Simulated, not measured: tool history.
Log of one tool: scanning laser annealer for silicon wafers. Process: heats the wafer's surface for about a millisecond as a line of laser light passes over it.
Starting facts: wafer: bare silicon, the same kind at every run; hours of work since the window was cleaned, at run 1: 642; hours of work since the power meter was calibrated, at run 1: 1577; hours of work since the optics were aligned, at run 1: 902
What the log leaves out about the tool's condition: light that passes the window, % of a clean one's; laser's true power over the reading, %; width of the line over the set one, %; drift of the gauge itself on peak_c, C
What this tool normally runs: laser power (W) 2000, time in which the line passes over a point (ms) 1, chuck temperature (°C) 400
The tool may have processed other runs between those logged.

run    hour  laser power (W)  time in which the line passes over a point (ms)  chuck temperature (°C)  hours of work since the window was cleaned  hours of work since the power meter was calibrated  hours of work since the optics were aligned  highest temperature of the surface (°C)
  1       0             2000                                                1                     400                                         642                                                1577                                          902                                     1191
  2    54.9             2000                                                1                     400                                         672                                                1607                                          932                                     1195
  3     102             2000                                                1                     400                                         697                                                1632                                          957                                     1189
  4   179.4             2000                                                1                     440                                         739                                                1674                                          999                                     1232
  5   224.1             2000                                                1                     400                                         763                                                1698                                         1023                                     1191
  6   282.6             2000                                                1                     400                                         794                                                1729                                         1054                                     1186
  7   324.1             2000                                             1.06                     400                                         817                                                1751                                         1077                                     1208
  8     378             2000                                             1.06                     400                                         846                                                1780                                         1106                                     1209
  9   448.2             2000                                             1.06                     400                                         884                                                1818                                         1143                                     1205
      489.9  -- window over the wafer cleaned
 10   537.3             2039                                             0.99                     386                                          25                                                1865                                         1190                                     1207
 11   592.7             2000                                             0.71                     400                                          55                                                1895                                         1220                                     1091
 12   645.3             2000                                             0.96                     400                                          84                                                1923                                         1248                                     1197
 13   725.3             1819                                             1.22                     400                                         127                                                1966                                         1291                                     1205
 14   812.7             1819                                             1.22                     400                                         174                                                2013                                         1338                                     1201
 15   898.4             1819                                             1.22                     400                                         220                                                2059                                         1384                                     1201
 16   978.7             1973                                             0.82                     400                                         263                                                2103                                         1428                                     1116
 17  1036.2             1973                                             0.82                     400                                         294                                                2134                                         1459                                     1121
 18    1094             1973                                             0.82                     400                                         325                                                2165                                         1490                                     1118

Below are 4 alternative next runs, each starting from the tool's condition after run 18. Predict each:
  A  1174.5             2000                                                1                     369                                         368                                                2208                                         1533                                        ?
  B  1174.5             1829                                             0.92                     393                                         368                                                2208                                         1533                                        ?
  C  1174.5             1781                                             0.87                     391                                         368                                                2208                                         1533                                        ?
  D  1174.5             2000                                             1.18                     400                                         368                                                2208                                         1533                                        ?

run  highest temperature of the surface (°C)
  A                                     1163
  B                                     1091
  C                                     1054
  D                                     1262
Stripped of hidden state, with their random variation kept, the same runs would have yielded:
run  highest temperature of the surface (°C)
  A                                     1184
  B                                     1108
  C                                     1070
  D                                     1284
